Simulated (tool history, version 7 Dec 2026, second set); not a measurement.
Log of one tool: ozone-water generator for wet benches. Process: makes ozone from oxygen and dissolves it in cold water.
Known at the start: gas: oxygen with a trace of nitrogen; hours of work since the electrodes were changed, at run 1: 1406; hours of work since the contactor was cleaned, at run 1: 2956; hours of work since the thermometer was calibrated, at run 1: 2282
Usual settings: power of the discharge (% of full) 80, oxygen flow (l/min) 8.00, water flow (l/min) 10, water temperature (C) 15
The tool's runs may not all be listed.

run	hour	power of the discharge (% of full)	oxygen flow (l/min)	water flow (l/min)	water temperature (C)	hours of work since the electrodes were changed	hours of work since the contactor was cleaned	hours of work since the thermometer was calibrated	dissolved ozone (ppm)	ozone in the gas ahead of the water (g/m3)
1	0.0	80	8.00	10	15	1406	2956	2282	48.3	233.5
2	48.9	44	8.00	10	15	1447	2997	2323	32.7	159.6
3	87.9	44	8.00	10	15	1480	3030	2356	32.6	159.9
4	115.5	80	8.00	10	15	1503	3053	2379	47.4	232.9
5	170.5	80	8.00	10	15	1550	3100	2426	47.7	234.2
6	228.9	80	4.16	10	15	1599	3149	2475	48.1	301.8
7	274.3	80	4.26	10	15	1637	3187	2513	47.8	296.4
8	308.8	80	4.26	10	15	1666	3216	2542	47.7	301.2
9	333.4	80	5.02	10	15	1687	3237	2563	48.2	278.6
10	391.3	80	5.02	10	15	1736	3286	2612	47.7	279.8
11	430.2	80	5.02	10	15	1768	3318	2645	48.0	276.4
12	461.6	80	5.02	10	15	1795	3345	2671	47.6	276.7
13	511.1	59	5.02	10	15	1837	3387	2713	39.5	228.2
14	542.6	80	8.00	16	15	1863	3413	2739	35.3	230.2
15	566.9	80	8.00	16	15	1884	3434	2760	35.2	229.7
16	624.9	80	8.00	10	15	1932	3482	2809	47.2	233.1
17	677.8	80	8.00	10	17	1977	3527	2853	44.6	228.6
18	716.8	80	8.00	15	15	2010	3560	2886	36.6	232.1
19	774.1	77	6.14	7	20	2058	3608	2934	49.3	249.0
20	799.0	77	6.14	7	20	2079	3629	2955	49.2	247.8
21	856.7	80	4.00	10	15	2128	3678	3004	46.6	298.9
22	898.7	80	4.00	10	15	2163	3713	3039	46.7	297.5
23	956.9	80	7.02	10	15	2212	3762	3088	46.7	241.2
24	988.2	81	5.29	10	15	2238	3788	3114	47.6	270.3
# hour 995.7: contactor cleaned
25	1019.3	81	5.29	10	15	2261	20	3137	46.1	272.2
26	1055.6	80	8.00	11	15	2292	50	3168	42.3	228.4
27	1094.9	80	8.00	11	15	2325	84	3201	42.3	229.7
28	1129.5	68	10.46	15	9	2354	113	3230	35.8	184.8
29	1174.5	54	12.17	7	9	2392	151	3268	45.1	150.1
30	1210.1	80	4.62	9	15	2422	181	3298	48.6	280.6
# hour 1238.4: contactor cleaned, once more
31	1244.0	61	4.62	9	15	2447	5	3323	42.8	235.2
32	1282.8	80	8.00	6	15	2480	37	3356	57.7	226.0
33	1330.6	80	8.36	10	15	2520	78	3396	46.5	222.7
34	1354.9	80	10.58	14	8	2541	98	3417	44.1	203.4

3 ways to go on from here, each from the tool as it stands after run 34. What would each give?
A	1410.4	64	10.58	8	16	2587	145	3463	?	?
B	1410.4	70	12.00	10	8	2587	145	3463	?	?
C	1410.4	80	9.20	10	15	2587	145	3463	?	?

run	dissolved ozone (ppm)	ozone in the gas ahead of the water (g/m3)
A	42.4	177.6
B	47.6	175.5
C	46.1	214.6
Without the tool's hidden state the same runs would have given:
run	dissolved ozone (ppm)	ozone in the gas ahead of the water (g/m3)
A	46.4	192.0
B	52.3	190.7
C	51.0	234.9
